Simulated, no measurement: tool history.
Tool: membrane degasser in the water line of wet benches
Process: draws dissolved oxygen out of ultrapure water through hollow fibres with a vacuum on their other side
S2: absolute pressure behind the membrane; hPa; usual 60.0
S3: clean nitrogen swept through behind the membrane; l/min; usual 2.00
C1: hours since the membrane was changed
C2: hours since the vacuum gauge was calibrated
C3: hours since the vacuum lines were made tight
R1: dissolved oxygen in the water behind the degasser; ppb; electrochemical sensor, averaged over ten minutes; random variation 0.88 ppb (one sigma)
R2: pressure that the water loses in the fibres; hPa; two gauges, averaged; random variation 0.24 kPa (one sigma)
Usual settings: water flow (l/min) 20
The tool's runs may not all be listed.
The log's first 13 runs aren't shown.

At hour 3203.8: seals of the vacuum lines changed.
Run 14, hour 3264.7: usual settings but water flow (l/min) 16; C1 5844; C2 3263; C3 61. Result: R1 69.1 ppb, R2 508.7 hPa.
Run 15, hour 3439.0: usual settings but water flow (l/min) 16, S3 0.99 l/min; C1 6018; C2 3437; C3 235. Result: R1 123.3 ppb, R2 506.0 hPa.
Run 16, hour 3611.4: usual settings but water flow (l/min) 16, S3 0.99 l/min; C1 6191; C2 3609; C3 408. Result: R1 127.6 ppb, R2 504.3 hPa.
Run 17, hour 3762.9: usual settings but water flow (l/min) 29; C1 6342; C2 3761; C3 559. Result: R1 181.8 ppb, R2 929.6 hPa.
Run 18, hour 4083.0: usual settings but water flow (l/min) 24, S2 81.3 hPa, S3 1.23 l/min; C1 6662; C2 4081; C3 879. Result: R1 270.1 ppb, R2 761.5 hPa.
Run 19, hour 4233.5: usual settings but water flow (l/min) 24, S2 81.3 hPa, S3 1.23 l/min; C1 6813; C2 4232; C3 1030. Result: R1 270.9 ppb, R2 762.5 hPa.
Run 20, hour 4368.9: usual settings but water flow (l/min) 24, S2 43.0 hPa, S3 5.09 l/min; C1 6948; C2 4367; C3 1165. Result: R1 61.1 ppb, R2 766.0 hPa.
Run 21, hour 4649.7: usual settings but S3 1.36 l/min; C1 7229; C2 4648; C3 1446. Result: R1 134.5 ppb, R2 638.7 hPa.
Run 22, hour 4817.6: usual settings but water flow (l/min) 14, S2 36.0 hPa, S3 1.36 l/min; C1 7397; C2 4816; C3 1614. Result: R1 27.0 ppb, R2 451.1 hPa.
Run 23, hour 4986.0: usual settings but water flow (l/min) 14, S2 36.0 hPa, S3 1.36 l/min; C1 7565; C2 4984; C3 1782. Result: R1 27.3 ppb, R2 445.2 hPa.
At hour 5030.7: vacuum gauge calibrated.
Run 24, hour 5174.1: usual settings but water flow (l/min) 14, S2 36.0 hPa, S3 1.36 l/min; C1 7753; C2 143; C3 1970. Result: R1 16.4 ppb, R2 450.8 hPa.
Run 25, hour 5455.6: usual settings but water flow (l/min) 14, S2 36.0 hPa, S3 1.36 l/min; C1 8034; C2 425; C3 2251. Result: R1 17.3 ppb, R2 454.4 hPa.
Run 26, hour 5620.9: usual settings but water flow (l/min) 14, S2 36.0 hPa, S3 1.36 l/min; C1 8200; C2 590; C3 2417. Result: R1 18.0 ppb, R2 448.8 hPa.
Run 27, hour 5797.4: usual settings but water flow (l/min) 15, S2 36.4 hPa, S3 5.49 l/min; C1 8376; C2 767; C3 2593. Result: R1 11.6 ppb, R2 482.6 hPa.
Run 28, hour 5964.1: usual settings but water flow (l/min) 15, S2 36.4 hPa, S3 5.49 l/min; C1 8543; C2 933; C3 2760. Result: R1 11.7 ppb, R2 485.4 hPa.
Run 29, hour 6158.0: usual settings but water flow (l/min) 15, S2 36.4 hPa, S3 5.49 l/min; C1 8737; C2 1127; C3 2954. Result: R1 12.4 ppb, R2 486.6 hPa.
Run 30, hour 6397.7: usual settings but water flow (l/min) 15, S2 36.4 hPa, S3 5.49 l/min; C1 8976; C2 1367; C3 3193. Result: R1 12.2 ppb, R2 487.4 hPa.
Run 31, hour 6574.5: usual settings but water flow (l/min) 15, S2 36.4 hPa, S3 5.49 l/min; C1 9153; C2 1544; C3 3370. Result: R1 12.8 ppb, R2 489.2 hPa.
Run 32, hour 6757.0: usual settings but water flow (l/min) 15, S2 36.4 hPa, S3 5.49 l/min; C1 9336; C2 1726; C3 3553. Result: R1 12.8 ppb, R2 489.6 hPa.

Forecast each of these 3 alternatives for the next run:
Run A, hour 7057.3: usual settings but water flow (l/min) 15, S2 36.4 hPa, S3 2.22 l/min; C1 9636; C2 2027; C3 3853. Result: R1 ?, R2 ?.
Run B, hour 7057.3: usual settings but water flow (l/min) 15, S2 115.1 hPa, S3 2.05 l/min; C1 9636; C2 2027; C3 3853. Result: R1 ?, R2 ?.
Run C, hour 7057.3: usual settings but water flow (l/min) 26, S2 139.1 hPa, S3 0.83 l/min; C1 9636; C2 2027; C3 3853. Result: R1 ?, R2 ?.

run     R1     R2
  A   18.5  488.0
  B  158.3  488.5
  C  718.8  847.3
Without the tool's hidden state the same runs would have given:
run     R1     R2
  A   11.4  453.1
  B  149.4  453.3
  C  688.5  786.7
